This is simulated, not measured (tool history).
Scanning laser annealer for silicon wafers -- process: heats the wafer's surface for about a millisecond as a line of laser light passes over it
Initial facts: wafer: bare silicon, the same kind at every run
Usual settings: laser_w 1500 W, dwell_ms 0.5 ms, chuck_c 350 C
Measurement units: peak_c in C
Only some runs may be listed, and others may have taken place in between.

run,hour,laser_w,dwell_ms,chuck_c,peak_c
1,0,1500,0.5,350,1059
2,13.2,1500,0.5,350,1062
3,27.8,1484,0.5,350,1054
4,57.5,1500,0.5,331,1041
5,70.5,1500,0.5,380,1088
6,85.7,1500,0.5,380,1088
7,113.9,1500,0.5,380,1090
8,135.5,1500,0.5,380,1085
# hour 158: optics aligned, line set to its width
9,158.1,1500,0.5,350,1061
10,188.8,1500,0.353,350,946
11,201.8,1500,0.353,350,951
12,218.8,1500,0.5,350,1062
13,239.4,1500,0.5,350,1061
14,255.6,1500,0.5,350,1060
15,278.6,1500,0.5,350,1061
16,300,1330,0.5,350,973
17,317.8,1500,0.577,350,1111
18,344.6,1500,0.577,350,1112
19,358.7,1500,0.577,350,1111
20,388.8,1500,0.5,350,1056
21,413.6,1492,0.572,362,1114
22,439.5,1345,0.612,318,1012
23,468.8,1599,0.396,318,991
# hour 473.5: laser's power meter calibrated
24,500.4,1500,0.523,324,1045
25,522.9,1301,0.5,386,993
26,537.1,1301,0.5,386,988
27,557.3,1301,0.609,370,1036
28,577.7,1500,0.361,340,936
# hour 582.5: laser's power meter calibrated, once more
29,597.3,1471,0.357,350,932
30,619.3,1634,0.541,358,1163
31,632.7,1634,0.541,337,1138
32,659,1636,0.566,367,1186
33,686.3,1636,0.566,367,1186
34,699.1,1636,0.566,367,1185
35,728.9,1500,0.571,358,1107
36,753.4,1289,0.5,334,927
37,781.1,1634,0.422,350,1056
38,794.1,1500,0.593,350,1112
39,814.8,1499,0.444,336,994
40,839.1,1288,0.5,372,965

What if the next run were any one of these 5? Each begins from the tool's condition after run 40:
A,854.3,1648,0.505,376,?
B,854.3,1546,0.434,376,?
C,854.3,1470,0.5,350,?
D,854.3,1477,0.463,352,?
E,854.3,1528,0.443,368,?

run,peak_c
A,1151
B,1046
C,1032
D,1012
E,1037
The same runs, with their run-to-run variation unchanged, on a tool lacking any hidden condition would have given:
run,peak_c
A,1174
B,1066
C,1053
D,1032
E,1057
